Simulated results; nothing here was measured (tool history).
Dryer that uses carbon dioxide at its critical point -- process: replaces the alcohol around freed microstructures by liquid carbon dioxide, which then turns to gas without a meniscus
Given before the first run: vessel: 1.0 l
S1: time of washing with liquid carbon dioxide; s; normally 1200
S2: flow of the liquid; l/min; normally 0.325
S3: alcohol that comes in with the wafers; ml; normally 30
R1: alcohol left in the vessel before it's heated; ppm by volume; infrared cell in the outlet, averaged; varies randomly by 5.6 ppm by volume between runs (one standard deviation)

run,hour,S1,S2,S3,R1
1,0,1200,0.325,30,302
2,12.5,1200,0.325,30,317
3,20.6,1200,0.325,30,324
4,35.6,1200,0.325,30,332
5,51.5,1200,0.325,30,331
6,60.5,1200,0.325,30,332
7,72.9,1200,0.325,56,607
8,91.6,1200,0.325,56,629
9,100.8,1200,0.325,30,335
10,109.2,1200,0.325,30,344
11,121.5,1200,0.432,30,99
12,134.3,1380,0.432,30,46
13,150.5,1380,0.432,30,50
14,162.7,1380,0.432,30,54
15,177.2,1380,0.432,30,53
16,191.7,1380,0.432,30,58
17,210.6,1200,0.325,84,1009
18,224.9,1200,0.325,84,1040
19,234.1,1200,0.325,84,1015
20,252.9,1200,0.325,84,1039
21,266.8,1200,0.325,30,406
22,285,1200,0.325,30,413
23,295.5,1200,0.325,30,411
24,307.8,1200,0.325,30,406
25,321.5,1560,0.309,30,165
26,330.5,960,0.279,30,1517
27,349.2,1020,0.325,26,674
28,366.2,840,0.454,27,391
29,374.2,1380,0.418,91,178
30,385.6,1200,0.312,52,856
31,399.7,1080,0.2,63,5946
32,410.9,1500,0.2,28,1092
33,428,1500,0.2,28,1110
34,440.2,1500,0.2,28,1104
35,457.8,1560,0.28,105,905
36,472.6,1560,0.28,105,934
37,486,1560,0.28,78,276
38,504.5,1140,0.25,78,1841
39,519.5,1140,0.25,78,1946
40,536.6,1140,0.25,78,1943
41,551,1140,0.25,78,1956
42,569.9,1140,0.25,78,1992
43,581.4,1740,0.32,58,76
44,596.5,1740,0.32,58,76
45,614.5,1200,0.336,115,644
46,625.6,1440,0.336,50,127

Withheld: 1 entry from between the runs. Position of each, and hidden state at the listed run before versus the listed run after:
Runs 36 to 37: inlet filter changed (hour 479.4)
  flow that reaches the vessel past the clogged filter, %: 82.3 -> 99.4; alcohol in the recycled carbon dioxide, ppm: 30.1 -> 30.5
  what was measured, less what the result would be without the hidden state, R1: +601 -> +33 ppm by volume
